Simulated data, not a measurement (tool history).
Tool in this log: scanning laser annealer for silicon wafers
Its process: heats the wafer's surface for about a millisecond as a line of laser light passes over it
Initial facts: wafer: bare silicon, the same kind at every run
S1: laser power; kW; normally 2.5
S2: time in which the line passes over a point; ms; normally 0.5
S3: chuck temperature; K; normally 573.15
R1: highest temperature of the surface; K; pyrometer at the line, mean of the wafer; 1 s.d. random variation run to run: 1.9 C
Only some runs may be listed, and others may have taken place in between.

run    hour     S1     S2      S3       R1
  1       0    2.5    0.5  573.15  1363.15
  2    45.4    2.5    0.5  573.15  1358.15
  3    90.1    2.5    0.5  573.15  1360.15
  4   132.5    2.5  0.439  573.15  1316.15
  5   193.2  2.301  0.439  573.15  1261.15
  6   236.3  2.301  0.439  573.15  1258.15
  7   283.9  2.236  0.439  573.15  1241.15
  8   334.8  2.728  0.439  573.15  1377.15
  9   376.5    2.5  0.362  573.15  1254.15
 10   401.4    2.5    0.5  573.15  1352.15
 11   449.9    2.5    0.5  573.15  1352.15
 12   493.5    2.5    0.5  542.15  1321.15
 13   541.7    2.5    0.5  542.15  1321.15
 14   602.6    2.5    0.5  542.15  1319.15
 15   653.6    2.5    0.5  542.15  1314.15
 16   710.1  2.682    0.5  573.15  1401.15
 17   759.3  2.682    0.5  573.15  1398.15
 18   811.2  2.682    0.5  558.15  1383.15
 19     851  2.682  0.559  558.15  1424.15
 20   900.3  2.682  0.395  558.15  1302.15
      908.7  -- optics aligned, line set to its width
      934.7  -- window over the wafer cleaned
 21   945.1  2.682  0.395  558.15  1309.15
 22   979.1  2.682  0.395  558.15  1308.15
 23    1006  2.682  0.395  558.15  1308.15
 24  1030.8  2.682  0.395  558.15  1305.15
 25    1083  2.237  0.397  562.15  1195.15
 26  1125.3  2.446   0.45  573.15  1297.15
 27  1177.9  2.359   0.45  592.15  1288.15
     1187.2  -- optics aligned, line set to its width, once more
 28  1233.1  2.184  0.529  589.15  1310.15
 29  1267.4  2.184  0.529  589.15  1309.15
 30  1293.3  2.386  0.529  589.15  1374.15
 31  1341.6  2.386  0.529  589.15  1371.15
 32  1367.2  2.351  0.353  591.15  1241.15
 33  1397.7  2.351  0.353  551.15  1201.15
 34  1443.8  2.351  0.353  551.15  1198.15
 35  1479.7  2.351  0.353  551.15  1198.15
 36  1511.5  2.199    0.5  561.15  1265.15
 37  1548.8  2.493  0.551  540.15  1364.15
 38  1607.7  2.167  0.424  564.15  1212.15
 39  1633.1   2.22  0.424  606.15  1264.15
 40  1689.4  2.655  0.361  537.15  1264.15

Predict each of these 5 candidate next runs independently; none follows another, all start after run 40:
  A  1734.5  2.512  0.359  602.15   ?
  B  1734.5    2.5  0.514  538.15   ?
  C  1734.5  2.413  0.465  575.15   ?
  D  1734.5  2.499  0.351  607.15   ?
  E  1734.5  2.655  0.397  537.15   ?

run       R1
  A  1289.15
  B  1339.15
  C  1314.15
  D  1284.15
  E  1300.15
What these runs would have given with no unlogged condition in the tool:
run       R1
  A  1302.15
  B  1353.15
  C  1327.15
  D  1297.15
  E  1314.15
